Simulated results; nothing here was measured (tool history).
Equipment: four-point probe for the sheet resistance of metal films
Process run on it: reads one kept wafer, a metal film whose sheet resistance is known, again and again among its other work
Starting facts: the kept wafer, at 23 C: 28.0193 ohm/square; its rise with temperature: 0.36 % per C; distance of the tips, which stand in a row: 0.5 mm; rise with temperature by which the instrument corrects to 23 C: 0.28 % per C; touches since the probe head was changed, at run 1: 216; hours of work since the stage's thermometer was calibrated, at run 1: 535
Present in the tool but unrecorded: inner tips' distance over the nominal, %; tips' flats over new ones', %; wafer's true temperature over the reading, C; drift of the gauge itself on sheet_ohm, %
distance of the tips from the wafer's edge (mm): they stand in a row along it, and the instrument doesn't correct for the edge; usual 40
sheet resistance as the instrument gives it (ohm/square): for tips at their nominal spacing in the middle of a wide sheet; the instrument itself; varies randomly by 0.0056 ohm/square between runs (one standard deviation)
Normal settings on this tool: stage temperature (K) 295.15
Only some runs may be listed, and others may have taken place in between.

| run | hour | stage temperature (K) | distance of the tips from the wafer's edge (mm) | touches since the probe head was changed | hours of work since the stage's thermometer was calibrated | sheet resistance as the instrument gives it (ohm/square) |
|---|---|---|---|---|---|---|
| 1 | 0 | 295.15 | 40 | 216 | 535 | 28.089513 |
| 2 | 39.6 | 301.15 | 40 | 1234 | 551 | 28.224026 |
| 3 | 92.2 | 301.15 | 40 | 2588 | 573 | 28.212507 |
| 4 | 142.2 | 301.15 | 7 | 3875 | 594 | 28.27722 |
| 5 | 175.4 | 301.15 | 7 | 4730 | 608 | 28.281185 |
| 6 | 227.1 | 301.15 | 7 | 6059 | 629 | 28.275119 |
| 7 | 262.1 | 299.15 | 40 | 6961 | 644 | 28.154207 |
| 8 | 297.4 | 299.15 | 40 | 7867 | 658 | 28.15294 |
| 9 | 342.2 | 299.15 | 40 | 9021 | 677 | 28.140171 |
| 10 | 390.8 | 299.15 | 40 | 10270 | 697 | 28.146665 |
| 11 | 441.5 | 299.15 | 40 | 11576 | 718 | 28.130383 |
| 12 | 490.6 | 299.15 | 40 | 12839 | 739 | 28.12712 |
| 13 | 526.9 | 299.15 | 40 | 13773 | 754 | 28.128238 |
| 14 | 578.7 | 299.15 | 40 | 15105 | 775 | 28.129603 |
| 15 | 629.5 | 295.15 | 40 | 16413 | 797 | 28.020045 |
| 16 | 662.9 | 295.15 | 40 | 17274 | 811 | 28.027288 |
| 17 | 698.4 | 295.15 | 40 | 18186 | 825 | 28.030274 |
| 18 | 722.8 | 295.15 | 40 | 18814 | 835 | 28.018237 |
| 19 | 767.3 | 295.15 | 40 | 19959 | 854 | 28.037212 |
| 20 | 804.5 | 297.15 | 37 | 20916 | 869 | 28.060469 |
| 21 | 849.3 | 297.15 | 52 | 22069 | 888 | 28.063156 |
| 22 | 883.2 | 293.15 | 65 | 22943 | 902 | 27.965278 |
| 23 | 912.8 | 293.15 | 65 | 23703 | 914 | 27.962549 |
| 24 | 956.6 | 293.15 | 73 | 24830 | 933 | 27.956215 |
| 25 | 995.1 | 305.15 | 18 | 25821 | 949 | 28.24098 |
| 26 | 1023.6 | 305.15 | 18 | 26553 | 961 | 28.229919 |
| 27 | 1065.4 | 303.15 | 6 | 27630 | 978 | 28.282673 |
| 28 | 1100.6 | 306.15 | 6 | 28535 | 993 | 28.346651 |
| 29 | 1149 | 301.15 | 40 | 29782 | 1013 | 28.124537 |
| 30 | 1179.3 | 303.15 | 57 | 30561 | 1025 | 28.162998 |
| 31 | 1226.1 | 300.15 | 53 | 31766 | 1045 | 28.103187 |
| 32 | 1258.6 | 300.15 | 53 | 32601 | 1058 | 28.098488 |
| 33 | 1308.4 | 298.15 | 4 | 33882 | 1079 | 28.284127 |
| 34 | 1351.1 | 298.15 | 4 | 34981 | 1097 | 28.276641 |
| 35 | 1395.8 | 295.15 | 29 | 36131 | 1115 | 27.969056 |
| 36 | 1420.5 | 295.15 | 8 | 36768 | 1126 | 28.026594 |
| 37 | 1467.4 | 294.15 | 40 | 37974 | 1145 | 27.957265 |
| 38 | 1494.6 | 300.15 | 49 | 38673 | 1156 | 28.078838 |

Below are 4 alternative next runs, each starting from the tool's condition after run 38. Predict each:
| A | 1528.1 | 295.15 | 10 | 39536 | 1170 | ? |
| B | 1528.1 | 301.15 | 15 | 39536 | 1170 | ? |
| C | 1528.1 | 306.15 | 4 | 39536 | 1170 | ? |
| D | 1528.1 | 292.15 | 7 | 39536 | 1170 | ? |

| run | sheet resistance as the instrument gives it (ohm/square) |
|---|---|
| A | 27.999625 |
| B | 28.105375 |
| C | 28.44801 |
| D | 27.955612 |
Had the tool no hidden state, the same runs would have come out as:
| run | sheet resistance as the instrument gives it (ohm/square) |
|---|---|
| A | 28.037205 |
| B | 28.142196 |
| C | 28.484551 |
| D | 27.993596 |
